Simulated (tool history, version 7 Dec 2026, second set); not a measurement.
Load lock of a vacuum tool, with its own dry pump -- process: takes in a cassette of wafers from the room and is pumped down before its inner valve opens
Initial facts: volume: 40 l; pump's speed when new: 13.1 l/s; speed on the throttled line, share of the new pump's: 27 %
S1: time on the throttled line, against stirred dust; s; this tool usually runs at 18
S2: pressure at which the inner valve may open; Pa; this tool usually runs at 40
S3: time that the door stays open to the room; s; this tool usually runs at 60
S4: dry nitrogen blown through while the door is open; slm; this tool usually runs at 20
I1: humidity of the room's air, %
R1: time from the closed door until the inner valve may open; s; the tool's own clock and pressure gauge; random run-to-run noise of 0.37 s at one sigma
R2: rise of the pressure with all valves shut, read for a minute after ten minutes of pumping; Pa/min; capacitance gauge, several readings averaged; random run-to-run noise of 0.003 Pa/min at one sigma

run 1 hour=0.0 | S1=18 S2=40 S3=60 S4=20 | I1=47.3 | R1=38.1 R2=0.142
run 2 hour=131.9 | S1=18 S2=40 S3=60 S4=20 | I1=42.7 | R1=38.7 R2=0.142
run 3 hour=215.3 | S1=18 S2=40 S3=60 S4=20 | I1=44.4 | R1=37.7 R2=0.147
run 4 hour=356.2 | S1=18 S2=40 S3=60 S4=20 | I1=44.7 | R1=37.9 R2=0.150
run 5 hour=498.6 | S1=18 S2=40 S3=60 S4=20 | I1=43.0 | R1=37.4 R2=0.147
run 6 hour=646.1 | S1=18 S2=40 S3=60 S4=20 | I1=49.1 | R1=37.7 R2=0.156
run 7 hour=804.6 | S1=18 S2=40 S3=60 S4=20 | I1=43.1 | R1=38.8 R2=0.156
run 8 hour=900.7 | S1=18 S2=40 S3=60 S4=20 | I1=44.8 | R1=38.5 R2=0.160
run 9 hour=1020.5 | S1=18 S2=40 S3=60 S4=20 | I1=45.8 | R1=38.1 R2=0.170
run 10 hour=1130.9 | S1=18 S2=40 S3=60 S4=20 | I1=46.3 | R1=38.2 R2=0.170
run 11 hour=1311.2 | S1=18 S2=40 S3=60 S4=20 | I1=48.2 | R1=38.5 R2=0.175
run 12 hour=1462.9 | S1=18 S2=40 S3=60 S4=20 | I1=46.7 | R1=38.0 R2=0.176
run 13 hour=1591.6 | S1=18 S2=40 S3=60 S4=20 | I1=47.5 | R1=38.0 R2=0.178
run 14 hour=1771.5 | S1=18 S2=40 S3=60 S4=20 | I1=46.0 | R1=38.1 R2=0.184
run 15 hour=1920.4 | S1=35 S2=40 S3=60 S4=20 | I1=46.1 | R1=50.8 R2=0.195
run 16 hour=2089.0 | S1=10 S2=40 S3=38 S4=31 | I1=40.7 | R1=32.4 R2=0.189
run 17 hour=2210.1 | S1=10 S2=40 S3=38 S4=31 | I1=43.9 | R1=32.9 R2=0.186
run 18 hour=2323.1 | S1=18 S2=50 S3=55 S4=20 | I1=45.7 | R1=37.8 R2=0.201
run 19 hour=2488.8 | S1=18 S2=47 S3=60 S4=20 | I1=45.8 | R1=37.9 R2=0.213
run 20 hour=2644.8 | S1=18 S2=59 S3=60 S4=20 | I1=42.4 | R1=37.2 R2=0.205
run 21 hour=2725.4 | S1=18 S2=64 S3=105 S4=7 | I1=42.2 | R1=36.6 R2=0.225
run 22 hour=2908.4 | S1=10 S2=49 S3=150 S4=8 | I1=44.0 | R1=32.6 R2=0.239
run 23 hour=3058.9 | S1=22 S2=49 S3=106 S4=9 | I1=44.6 | R1=40.8 R2=0.237
run 24 hour=3153.8 | S1=22 S2=49 S3=106 S4=9 | I1=44.2 | R1=41.1 R2=0.242
run 25 hour=3230.8 | S1=22 S2=49 S3=106 S4=9 | I1=43.3 | R1=41.6 R2=0.241
run 26 hour=3367.8 | S1=15 S2=40 S3=190 S4=20 | I1=47.0 | R1=36.6 R2=0.258
run 27 hour=3535.2 | S1=26 S2=33 S3=85 S4=5 | I1=48.8 | R1=44.9 R2=0.249
run 28 hour=3631.1 | S1=33 S2=38 S3=61 S4=22 | I1=46.2 | R1=49.5 R2=0.237
run 29 hour=3790.0 | S1=20 S2=37 S3=171 S4=22 | I1=48.7 | R1=40.9 R2=0.264

Alternative continuations, all from the tool just after run 29; predict every row:
run A hour=3978.4 | S1=18 S2=40 S3=60 S4=12 | I1=45.9 | R1=? R2=?
run B hour=3978.4 | S1=12 S2=51 S3=171 S4=22 | I1=42.1 | R1=? R2=?
run C hour=3978.4 | S1=16 S2=40 S3=60 S4=41 | I1=41.8 | R1=? R2=?
run D hour=3978.4 | S1=25 S2=35 S3=60 S4=20 | I1=45.8 | R1=? R2=?
run E hour=3978.4 | S1=34 S2=40 S3=59 S4=17 | I1=47.5 | R1=? R2=?

run=A R1=38.9 R2=0.251
run=B R1=33.9 R2=0.268
run=C R1=37.6 R2=0.253
run=D R1=44.2 R2=0.257
run=E R1=50.2 R2=0.257
Had the tool no hidden state, the same runs would have come out as:
run=A R1=36.8 R2=0.019
run=B R1=31.6 R2=0.033
run=C R1=35.4 R2=0.017
run=D R1=42.2 R2=0.024
run=E R1=48.6 R2=0.027

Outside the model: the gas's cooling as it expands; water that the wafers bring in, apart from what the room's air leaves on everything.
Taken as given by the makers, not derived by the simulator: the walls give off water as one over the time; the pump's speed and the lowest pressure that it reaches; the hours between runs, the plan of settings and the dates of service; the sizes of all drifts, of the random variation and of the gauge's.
